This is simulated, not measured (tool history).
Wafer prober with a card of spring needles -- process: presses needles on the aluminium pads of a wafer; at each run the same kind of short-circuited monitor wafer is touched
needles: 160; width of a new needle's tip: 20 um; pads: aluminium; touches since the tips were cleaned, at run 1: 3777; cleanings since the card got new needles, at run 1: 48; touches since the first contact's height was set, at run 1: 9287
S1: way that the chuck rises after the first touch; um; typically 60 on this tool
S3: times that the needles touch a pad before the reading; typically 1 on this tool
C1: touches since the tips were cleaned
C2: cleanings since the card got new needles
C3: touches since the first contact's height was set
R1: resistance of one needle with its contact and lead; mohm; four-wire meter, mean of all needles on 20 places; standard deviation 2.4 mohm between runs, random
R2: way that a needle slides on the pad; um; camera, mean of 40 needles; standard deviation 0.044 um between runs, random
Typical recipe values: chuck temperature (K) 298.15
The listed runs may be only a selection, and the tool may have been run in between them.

{"run": 1, "hour": 0.0, "S1": 60, "chuck temperature (K)": 298.15, "S3": 1, "C1": 3777, "C2": 48, "C3": 9287, "R1": 318, "R2": 12.47}
{"hour": 3.6, "done": "tips cleaned on abrasive film"}
{"hour": 23.2, "done": "tips cleaned on abrasive film"}
{"run": 2, "hour": 25.5, "S1": 60, "chuck temperature (K)": 298.15, "S3": 1, "C1": 537, "C2": 50, "C3": 15250, "R1": 292, "R2": 12.47}
{"hour": 42.6, "done": "tips cleaned on abrasive film"}
{"run": 3, "hour": 57.1, "S1": 60, "chuck temperature (K)": 298.15, "S3": 1, "C1": 3426, "C2": 51, "C3": 22673, "R1": 326, "R2": 12.31}
{"hour": 61.4, "done": "tips cleaned on abrasive film"}
{"hour": 80.5, "done": "tips cleaned on abrasive film"}
{"run": 4, "hour": 87.3, "S1": 60, "chuck temperature (K)": 298.15, "S3": 1, "C1": 1595, "C2": 53, "C3": 29740, "R1": 301, "R2": 12.35}
{"hour": 100.0, "done": "tips cleaned on abrasive film"}
{"hour": 120.1, "done": "tips cleaned on abrasive film"}
{"run": 5, "hour": 120.1, "S1": 60, "chuck temperature (K)": 298.15, "S3": 1, "C1": 0, "C2": 55, "C3": 37420, "R1": 277, "R2": 12.29}
{"run": 6, "hour": 136.2, "S1": 60, "chuck temperature (K)": 298.15, "S3": 1, "C1": 3799, "C2": 55, "C3": 41219, "R1": 321, "R2": 12.31}
{"hour": 139.3, "done": "tips cleaned on abrasive film"}
{"hour": 139.6, "done": "height of the first contact set anew"}
{"run": 7, "hour": 154.3, "S1": 60, "chuck temperature (K)": 298.15, "S3": 1, "C1": 3446, "C2": 56, "C3": 3446, "R1": 328, "R2": 12.23}
{"hour": 159.4, "done": "tips cleaned on abrasive film"}
{"run": 8, "hour": 170.9, "S1": 60, "chuck temperature (K)": 298.15, "S3": 1, "C1": 2712, "C2": 57, "C3": 7357, "R1": 311, "R2": 12.12}
{"hour": 179.7, "done": "tips cleaned on abrasive film"}
{"run": 9, "hour": 189.6, "S1": 60, "chuck temperature (K)": 298.15, "S3": 1, "C1": 2339, "C2": 58, "C3": 11730, "R1": 315, "R2": 12.13}
{"hour": 199.3, "done": "tips cleaned on abrasive film"}
{"hour": 218.6, "done": "height of the first contact set anew, once more"}
{"hour": 218.7, "done": "tips cleaned on abrasive film"}
{"run": 10, "hour": 220.1, "S1": 60, "chuck temperature (K)": 298.15, "S3": 1, "C1": 339, "C2": 60, "C3": 339, "R1": 286, "R2": 12.47}
{"hour": 238.2, "done": "tips cleaned on abrasive film"}
{"run": 11, "hour": 240.1, "S1": 44, "chuck temperature (K)": 310.15, "S3": 2, "C1": 446, "C2": 61, "C3": 5030, "R1": 297, "R2": 9.09}
{"hour": 258.0, "done": "tips cleaned on abrasive film"}
{"run": 12, "hour": 265.8, "S1": 41, "chuck temperature (K)": 392.15, "S3": 2, "C1": 1834, "C2": 62, "C3": 11043, "R1": 347, "R2": 8.53}
{"hour": 277.0, "done": "tips cleaned on abrasive film"}
{"run": 13, "hour": 285.6, "S1": 73, "chuck temperature (K)": 316.15, "S3": 2, "C1": 2035, "C2": 63, "C3": 15700, "R1": 289, "R2": 15.07}
{"hour": 297.1, "done": "tips cleaned on abrasive film"}
{"run": 14, "hour": 304.0, "S1": 60, "chuck temperature (K)": 300.15, "S3": 1, "C1": 1641, "C2": 64, "C3": 20016, "R1": 307, "R2": 12.44}
{"hour": 318.5, "done": "tips cleaned on abrasive film"}
{"run": 15, "hour": 325.8, "S1": 71, "chuck temperature (K)": 384.15, "S3": 3, "C1": 1725, "C2": 65, "C3": 25135, "R1": 306, "R2": 14.73}
{"hour": 337.9, "done": "tips cleaned on abrasive film"}
{"run": 16, "hour": 354.3, "S1": 71, "chuck temperature (K)": 323.15, "S3": 2, "C1": 3857, "C2": 66, "C3": 31821, "R1": 304, "R2": 14.62}
{"hour": 357.4, "done": "tips cleaned on abrasive film"}
{"hour": 377.2, "done": "tips cleaned on abrasive film"}
{"run": 17, "hour": 385.3, "S1": 79, "chuck temperature (K)": 298.15, "S3": 1, "C1": 1900, "C2": 68, "C3": 39081, "R1": 292, "R2": 16.22}
{"hour": 398.7, "done": "tips cleaned on abrasive film"}
{"hour": 419.0, "done": "tips cleaned on abrasive film"}
{"run": 18, "hour": 419.8, "S1": 60, "chuck temperature (K)": 365.15, "S3": 1, "C1": 184, "C2": 70, "C3": 47164, "R1": 303, "R2": 12.27}
{"hour": 439.6, "done": "tips cleaned on abrasive film"}
{"run": 19, "hour": 449.0, "S1": 60, "chuck temperature (K)": 365.15, "S3": 1, "C1": 2208, "C2": 71, "C3": 54026, "R1": 326, "R2": 12.29}
{"hour": 458.8, "done": "tips cleaned on abrasive film"}
{"run": 20, "hour": 470.1, "S1": 60, "chuck temperature (K)": 365.15, "S3": 1, "C1": 2665, "C2": 72, "C3": 58971, "R1": 335, "R2": 12.3}

Predict each of these 3 candidate next runs independently; none follows another, all start after run 20:
{"hour": 477.7, "done": "tips cleaned on abrasive film"}
{"run": "A", "hour": 489.5, "S1": 57, "chuck temperature (K)": 298.15, "S3": 1, "C1": 2775, "C2": 73, "C3": 63528, "R1": "?", "R2": "?"}
{"hour": 477.7, "done": "tips cleaned on abrasive film"}
{"run": "B", "hour": 489.5, "S1": 42, "chuck temperature (K)": 365.15, "S3": 1, "C1": 2775, "C2": 73, "C3": 63528, "R1": "?", "R2": "?"}
{"hour": 477.7, "done": "tips cleaned on abrasive film"}
{"run": "C", "hour": 489.5, "S1": 60, "chuck temperature (K)": 304.15, "S3": 1, "C1": 2775, "C2": 73, "C3": 63528, "R1": "?", "R2": "?"}

run=A R1=327 R2=11.57
run=B R1=381 R2=8.45
run=C R1=318 R2=12.18
Without the tool's unlogged condition, the same runs would have read:
run=A R1=278 R2=11.87
run=B R1=302 R2=8.76
run=C R1=274 R2=12.49

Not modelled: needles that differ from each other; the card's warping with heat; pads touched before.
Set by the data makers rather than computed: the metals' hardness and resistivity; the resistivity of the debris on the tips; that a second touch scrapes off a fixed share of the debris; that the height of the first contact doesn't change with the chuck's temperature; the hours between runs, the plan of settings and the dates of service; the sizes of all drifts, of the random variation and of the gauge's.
